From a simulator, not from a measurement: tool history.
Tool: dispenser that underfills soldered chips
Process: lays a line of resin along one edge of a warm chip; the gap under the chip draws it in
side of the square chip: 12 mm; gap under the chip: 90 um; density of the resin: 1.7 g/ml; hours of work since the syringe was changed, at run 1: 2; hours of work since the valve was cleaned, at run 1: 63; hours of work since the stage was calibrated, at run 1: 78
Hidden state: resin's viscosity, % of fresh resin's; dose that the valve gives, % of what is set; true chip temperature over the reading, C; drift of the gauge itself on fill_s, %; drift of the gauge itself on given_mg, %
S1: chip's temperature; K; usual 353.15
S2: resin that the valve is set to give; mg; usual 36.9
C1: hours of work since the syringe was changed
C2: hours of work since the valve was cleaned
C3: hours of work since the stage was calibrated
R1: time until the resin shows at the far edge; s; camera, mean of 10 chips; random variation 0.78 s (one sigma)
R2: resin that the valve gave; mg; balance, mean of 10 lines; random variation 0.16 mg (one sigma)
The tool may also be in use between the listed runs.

run   hour      S1    S2  C1   C2   C3     R1     R2
  1      0  353.15  36.9   2   63   78   89.3  34.65
  2      4  353.15  36.9   5   66   80  116.5  34.48
  3   10.5  353.15  36.9   9   70   85  174.7  34.02
      12.6  -- new syringe of resin
  4   16.7  353.15  36.9   3   74   89   96.2  33.74
  5   23.9  353.15  36.9   8   79   94  154.3  33.91
  6   27.1  353.15  43.1  10   81   96  181.4  39.68
        28  -- new syringe of resin
  7   34.1  353.15  43.1   4   86  101  105.9  39.47
  8   40.5  350.15  36.9   9   91  105  181.6  33.34
      43.7  -- new syringe of resin
  9   45.2  350.15  36.9   1   94  108   91.5  33.47
 10   52.3  353.15  36.9   6   99  113  128.4  33.31
 11   55.9  353.15  36.9   9  101  116  159.3  33.11
      59.7  -- new syringe of resin
 12   61.7  353.15  36.9   1  105  120   86.4     33
 13   65.1  353.15  36.9   4  107  122  106.7  32.74
 14   68.9  353.15  47.1   6  110  125  133.5  41.54
 15   73.9  353.15  47.1  10  113  128  183.3  41.25
      75.5  -- new syringe of resin
 16     80  353.15  47.1   3  118  132   96.3  41.48
 17   85.5  353.15  47.1   7  121  136  137.8  41.29
      87.9  -- dispensing valve cleaned and set on the balance
 18   91.3  353.15  47.1  10    2  139  183.4  46.92
      91.9  -- new syringe of resin
 19   98.9  365.15  41.4   5    7  145   72.9  41.14
 20  106.3  361.15  36.9  10   13  150  139.7  36.39
     107.6  -- new syringe of resin
 21  112.4  361.15  36.9   3   17  154   74.6  36.43
 22  118.4  349.15  37.4   8   21  158  167.7  36.35
     123.2  -- new syringe of resin
 23  123.7  349.15  39.1   0   24  161   91.3  37.95
 24  130.7  349.15  31.9   5   29  166  145.6  31.04
 25    138  355.15  32.7  10   34  171  179.8  31.39
     138.7  -- new syringe of resin
 26  143.6  364.15  40.2   3   38  175   68.1   38.7
 27  149.7  339.15  32.3   8   42  179  262.2  30.91
     154.4  -- new syringe of resin
 28  157.1  339.15  32.3   2   47  184  163.8   30.7
 29  163.2  364.15  32.3   6   52  189   90.7  30.51
 30  169.2  364.15  32.3  10   56  193  128.4  30.53
     169.9  -- new syringe of resin
 31  174.8  365.15  31.5   3   59  196   67.6  29.41
 32  179.3  363.15  43.1   7   63  200   94.1  40.29
 33  183.1  363.15  43.1   9   65  202  118.4  40.12
     185.5  -- new syringe of resin
 34  187.1  363.15  36.1   1   68  205   59.3  33.48
 35  190.3  366.15  36.9   3   70  207   64.8  34.37

Forecast each of these 4 alternatives for the next run:
  A  194.8  345.15  36.9   7  73  210   ?   ?
  B  194.8  366.15  43.8   7  73  210   ?   ?
  C  194.8  356.15  47.5   7  73  210   ?   ?
  D  194.8  345.15  32.8   7  73  210   ?   ?

run     R1     R2
  A  185.6  33.89
  B     83   40.8
  C  120.7  43.94
  D  192.5   30.3
Without the tool's hidden state the same runs would have given:
run    R1     R2
  A  97.9  36.63
  B  44.4  44.09
  C  64.2  47.48
  D   101  32.74

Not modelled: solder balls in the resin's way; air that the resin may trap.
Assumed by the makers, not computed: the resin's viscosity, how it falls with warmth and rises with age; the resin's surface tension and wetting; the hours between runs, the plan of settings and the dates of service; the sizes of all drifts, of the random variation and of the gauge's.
